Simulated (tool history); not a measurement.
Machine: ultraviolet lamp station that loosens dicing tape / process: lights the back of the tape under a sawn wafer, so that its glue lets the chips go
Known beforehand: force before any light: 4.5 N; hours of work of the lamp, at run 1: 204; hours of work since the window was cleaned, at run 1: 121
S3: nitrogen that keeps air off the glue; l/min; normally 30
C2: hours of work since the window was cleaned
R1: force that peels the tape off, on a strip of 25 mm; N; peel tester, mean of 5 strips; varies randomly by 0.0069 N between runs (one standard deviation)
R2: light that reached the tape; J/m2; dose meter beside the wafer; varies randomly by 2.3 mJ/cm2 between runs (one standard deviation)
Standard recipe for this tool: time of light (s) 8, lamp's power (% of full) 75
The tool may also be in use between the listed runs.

{"run": 1, "hour": 0.0, "time of light (s)": 8, "lamp's power (% of full)": 75, "S3": 30, "hours of work of the lamp": 204, "C2": 121, "R1": 0.262, "R2": 2210}
{"run": 2, "hour": 8.4, "time of light (s)": 8, "lamp's power (% of full)": 75, "S3": 30, "hours of work of the lamp": 209, "C2": 126, "R1": 0.271, "R2": 2160}
{"run": 3, "hour": 15.5, "time of light (s)": 8, "lamp's power (% of full)": 75, "S3": 30, "hours of work of the lamp": 214, "C2": 131, "R1": 0.257, "R2": 2210}
{"run": 4, "hour": 21.8, "time of light (s)": 16, "lamp's power (% of full)": 75, "S3": 30, "hours of work of the lamp": 218, "C2": 135, "R1": 0.195, "R2": 4320}
{"run": 5, "hour": 27.9, "time of light (s)": 8, "lamp's power (% of full)": 75, "S3": 12, "hours of work of the lamp": 222, "C2": 139, "R1": 0.411, "R2": 2180}
{"run": 6, "hour": 37.3, "time of light (s)": 7, "lamp's power (% of full)": 75, "S3": 30, "hours of work of the lamp": 228, "C2": 145, "R1": 0.315, "R2": 1880}
{"run": 7, "hour": 43.9, "time of light (s)": 8, "lamp's power (% of full)": 72, "S3": 30, "hours of work of the lamp": 232, "C2": 149, "R1": 0.28, "R2": 2080}
{"run": 8, "hour": 52.5, "time of light (s)": 8, "lamp's power (% of full)": 72, "S3": 30, "hours of work of the lamp": 238, "C2": 155, "R1": 0.274, "R2": 2050}
{"run": 9, "hour": 56.8, "time of light (s)": 8, "lamp's power (% of full)": 62, "S3": 30, "hours of work of the lamp": 240, "C2": 157, "R1": 0.34, "R2": 1760}
{"run": 10, "hour": 64.7, "time of light (s)": 8, "lamp's power (% of full)": 62, "S3": 30, "hours of work of the lamp": 245, "C2": 163, "R1": 0.348, "R2": 1800}
{"run": 11, "hour": 73.5, "time of light (s)": 8, "lamp's power (% of full)": 76, "S3": 30, "hours of work of the lamp": 251, "C2": 168, "R1": 0.263, "R2": 2130}
{"run": 12, "hour": 79.2, "time of light (s)": 8, "lamp's power (% of full)": 75, "S3": 30, "hours of work of the lamp": 255, "C2": 172, "R1": 0.275, "R2": 2090}
{"run": 13, "hour": 86.7, "time of light (s)": 8, "lamp's power (% of full)": 75, "S3": 30, "hours of work of the lamp": 260, "C2": 177, "R1": 0.278, "R2": 2090}
{"run": 14, "hour": 91.7, "time of light (s)": 8, "lamp's power (% of full)": 75, "S3": 30, "hours of work of the lamp": 263, "C2": 180, "R1": 0.274, "R2": 2080}
{"run": 15, "hour": 95.6, "time of light (s)": 11, "lamp's power (% of full)": 78, "S3": 54, "hours of work of the lamp": 266, "C2": 183, "R1": 0.179, "R2": 3000}
{"run": 16, "hour": 103.4, "time of light (s)": 15, "lamp's power (% of full)": 78, "S3": 10, "hours of work of the lamp": 271, "C2": 188, "R1": 0.218, "R2": 4020}
{"run": 17, "hour": 111.1, "time of light (s)": 15, "lamp's power (% of full)": 78, "S3": 10, "hours of work of the lamp": 276, "C2": 193, "R1": 0.221, "R2": 4120}
{"run": 18, "hour": 117.2, "time of light (s)": 8, "lamp's power (% of full)": 64, "S3": 23, "hours of work of the lamp": 280, "C2": 197, "R1": 0.395, "R2": 1780}
{"run": 19, "hour": 121.6, "time of light (s)": 13, "lamp's power (% of full)": 75, "S3": 31, "hours of work of the lamp": 282, "C2": 199, "R1": 0.206, "R2": 3370}
{"run": 20, "hour": 127.0, "time of light (s)": 13, "lamp's power (% of full)": 75, "S3": 31, "hours of work of the lamp": 286, "C2": 203, "R1": 0.209, "R2": 3360}
{"run": 21, "hour": 131.5, "time of light (s)": 13, "lamp's power (% of full)": 75, "S3": 31, "hours of work of the lamp": 289, "C2": 206, "R1": 0.202, "R2": 3390}
{"run": 22, "hour": 137.5, "time of light (s)": 13, "lamp's power (% of full)": 65, "S3": 31, "hours of work of the lamp": 293, "C2": 210, "R1": 0.212, "R2": 2890}
{"run": 23, "hour": 142.4, "time of light (s)": 15, "lamp's power (% of full)": 63, "S3": 9, "hours of work of the lamp": 296, "C2": 213, "R1": 0.281, "R2": 3230}
{"run": 24, "hour": 150.9, "time of light (s)": 11, "lamp's power (% of full)": 84, "S3": 9, "hours of work of the lamp": 301, "C2": 218, "R1": 0.296, "R2": 3100}
{"run": 25, "hour": 159.1, "time of light (s)": 15, "lamp's power (% of full)": 60, "S3": 30, "hours of work of the lamp": 307, "C2": 224, "R1": 0.208, "R2": 3090}
{"run": 26, "hour": 164.5, "time of light (s)": 12, "lamp's power (% of full)": 75, "S3": 48, "hours of work of the lamp": 310, "C2": 227, "R1": 0.196, "R2": 3020}
{"run": 27, "hour": 171.5, "time of light (s)": 8, "lamp's power (% of full)": 75, "S3": 19, "hours of work of the lamp": 315, "C2": 232, "R1": 0.362, "R2": 1990}
{"run": 28, "hour": 175.2, "time of light (s)": 8, "lamp's power (% of full)": 75, "S3": 19, "hours of work of the lamp": 317, "C2": 234, "R1": 0.351, "R2": 2020}

Predict each of these 4 candidate next runs independently; none follows another, all start after run 28:
{"run": "A", "hour": 180.5, "time of light (s)": 8, "lamp's power (% of full)": 69, "S3": 30, "hours of work of the lamp": 321, "C2": 238, "R1": "?", "R2": "?"}
{"run": "B", "hour": 180.5, "time of light (s)": 5, "lamp's power (% of full)": 71, "S3": 10, "hours of work of the lamp": 321, "C2": 238, "R1": "?", "R2": "?"}
{"run": "C", "hour": 180.5, "time of light (s)": 8, "lamp's power (% of full)": 78, "S3": 54, "hours of work of the lamp": 321, "C2": 238, "R1": "?", "R2": "?"}
{"run": "D", "hour": 180.5, "time of light (s)": 15, "lamp's power (% of full)": 83, "S3": 44, "hours of work of the lamp": 321, "C2": 238, "R1": "?", "R2": "?"}

run=A R1=0.325 R2=1860
run=B R1=1.142 R2=1180
run=C R1=0.237 R2=2110
run=D R1=0.183 R2=4190
Take away the tool's hidden state, keep each run's random variation, and the runs would have read:
run=A R1=0.258 R2=2270
run=B R1=0.872 R2=1450
run=C R1=0.212 R2=2570
run=D R1=0.182 R2=5120
